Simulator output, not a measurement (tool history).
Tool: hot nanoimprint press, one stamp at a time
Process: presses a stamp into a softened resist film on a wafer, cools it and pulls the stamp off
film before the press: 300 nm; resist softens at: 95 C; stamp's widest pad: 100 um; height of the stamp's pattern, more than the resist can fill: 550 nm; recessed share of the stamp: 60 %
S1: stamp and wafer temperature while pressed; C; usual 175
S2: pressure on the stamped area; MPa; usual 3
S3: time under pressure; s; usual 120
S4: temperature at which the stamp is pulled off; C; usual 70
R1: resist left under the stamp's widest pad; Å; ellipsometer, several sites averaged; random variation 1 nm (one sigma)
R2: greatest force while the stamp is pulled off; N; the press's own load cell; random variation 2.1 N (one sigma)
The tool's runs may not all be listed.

{"run": 1, "hour": 0.0, "S1": 175, "S2": 3, "S3": 120, "S4": 70, "R1": 1707, "R2": 171}
{"run": 2, "hour": 43.1, "S1": 175, "S2": 3, "S3": 120, "S4": 70, "R1": 1679, "R2": 174}
{"run": 3, "hour": 99.2, "S1": 175, "S2": 3, "S3": 120, "S4": 70, "R1": 1694, "R2": 178}
{"run": 4, "hour": 123.3, "S1": 175, "S2": 3, "S3": 120, "S4": 70, "R1": 1713, "R2": 175}
{"run": 5, "hour": 173.9, "S1": 175, "S2": 2.72, "S3": 120, "S4": 70, "R1": 1783, "R2": 178}
{"run": 6, "hour": 226.0, "S1": 175, "S2": 2.72, "S3": 120, "S4": 70, "R1": 1787, "R2": 187}
{"run": 7, "hour": 283.2, "S1": 175, "S2": 2.72, "S3": 120, "S4": 70, "R1": 1795, "R2": 189}
{"hour": 302.0, "done": "stamp cleaned and given a new release coat"}
{"run": 8, "hour": 341.4, "S1": 175, "S2": 2.72, "S3": 120, "S4": 70, "R1": 1797, "R2": 177}
{"run": 9, "hour": 372.4, "S1": 175, "S2": 2.72, "S3": 173, "S4": 70, "R1": 1608, "R2": 177}
{"run": 10, "hour": 397.8, "S1": 175, "S2": 2.72, "S3": 173, "S4": 70, "R1": 1627, "R2": 179}
{"run": 11, "hour": 445.0, "S1": 175, "S2": 2.72, "S3": 173, "S4": 70, "R1": 1596, "R2": 183}
{"hour": 452.0, "done": "plate thermocouple calibrated"}
{"run": 12, "hour": 502.7, "S1": 175, "S2": 2.72, "S3": 173, "S4": 70, "R1": 1636, "R2": 184}
{"run": 13, "hour": 552.1, "S1": 175, "S2": 2.72, "S3": 173, "S4": 75, "R1": 1663, "R2": 168}
{"run": 14, "hour": 577.0, "S1": 175, "S2": 3, "S3": 87, "S4": 70, "R1": 2007, "R2": 189}
{"run": 15, "hour": 611.7, "S1": 175, "S2": 2.27, "S3": 87, "S4": 70, "R1": 2147, "R2": 195}
{"hour": 629.1, "done": "stamp cleaned and given a new release coat"}
{"run": 16, "hour": 653.6, "S1": 173, "S2": 2.27, "S3": 61, "S4": 61, "R1": 2417, "R2": 217}
{"run": 17, "hour": 701.3, "S1": 172, "S2": 1.85, "S3": 172, "S4": 63, "R1": 2111, "R2": 215}
{"run": 18, "hour": 741.1, "S1": 183, "S2": 3, "S3": 86, "S4": 70, "R1": 1475, "R2": 185}
{"hour": 764.4, "done": "plate thermocouple calibrated, once more"}
{"run": 19, "hour": 777.1, "S1": 186, "S2": 3, "S3": 122, "S4": 72, "R1": 1009, "R2": 167}
{"run": 20, "hour": 802.6, "S1": 175, "S2": 3.72, "S3": 120, "S4": 77, "R1": 1575, "R2": 148}
{"run": 21, "hour": 848.2, "S1": 187, "S2": 4.74, "S3": 120, "S4": 70, "R1": 806, "R2": 181}
{"run": 22, "hour": 901.6, "S1": 187, "S2": 3.79, "S3": 120, "S4": 58, "R1": 893, "R2": 239}
{"hour": 955.2, "done": "stamp cleaned and given a new release coat"}
{"run": 23, "hour": 962.5, "S1": 184, "S2": 3, "S3": 120, "S4": 70, "R1": 1158, "R2": 169}
{"run": 24, "hour": 1018.4, "S1": 184, "S2": 3, "S3": 120, "S4": 70, "R1": 1140, "R2": 175}
{"run": 25, "hour": 1065.9, "S1": 184, "S2": 3, "S3": 120, "S4": 70, "R1": 1154, "R2": 175}
{"run": 26, "hour": 1115.9, "S1": 184, "S2": 1.95, "S3": 120, "S4": 70, "R1": 1386, "R2": 180}
{"hour": 1147.1, "done": "press's hydraulic seals changed and the load cell set to zero"}
{"run": 27, "hour": 1182.1, "S1": 184, "S2": 3.48, "S3": 120, "S4": 70, "R1": 1067, "R2": 181}
{"run": 28, "hour": 1224.1, "S1": 165, "S2": 3.48, "S3": 171, "S4": 70, "R1": 2183, "R2": 184}
{"hour": 1284.9, "done": "stamp cleaned and given a new release coat"}
{"run": 29, "hour": 1286.4, "S1": 165, "S2": 3.48, "S3": 171, "S4": 70, "R1": 2193, "R2": 172}

Measured less the same run without the tool's hidden state. The same run-to-run variation is in both; the gauge's scatter may not be:
The hidden state here: true temperature over the reading, C; pressure that arrives at the usual setting, %; grip of the stamp's worn release coat, % over a new coat's; drift of the gauge itself on residual_nm, %; drift of the gauge itself on pull_off_n, %.
run=1 R1=+26 R2=+1
run=2 R1=+33 R2=+4
run=3 R1=+41 R2=+7
run=4 R1=+44 R2=+8
run=5 R1=+50 R2=+11
run=6 R1=+58 R2=+14
run=7 R1=+67 R2=+17
run=8 R1=+75 R2=+5
run=9 R1=+78 R2=+7
run=10 R1=+84 R2=+8
run=11 R1=+88 R2=+11
run=12 R1=+131 R2=+16
run=13 R1=+140 R2=+17
run=14 R1=+146 R2=+20
run=15 R1=+135 R2=+23
run=16 R1=+117 R2=+9
run=17 R1=+150 R2=+13
run=18 R1=+152 R2=+14
run=19 R1=+21 R2=+6
run=20 R1=+37 R2=+7
run=21 R1=+37 R2=+10
run=22 R1=+37 R2=+17
run=23 R1=+44 R2=+1
run=24 R1=+49 R2=+4
run=25 R1=+55 R2=+7
run=26 R1=+55 R2=+10
run=27 R1=+30 R2=+13
run=28 R1=+49 R2=+15
run=29 R1=+58 R2=+3
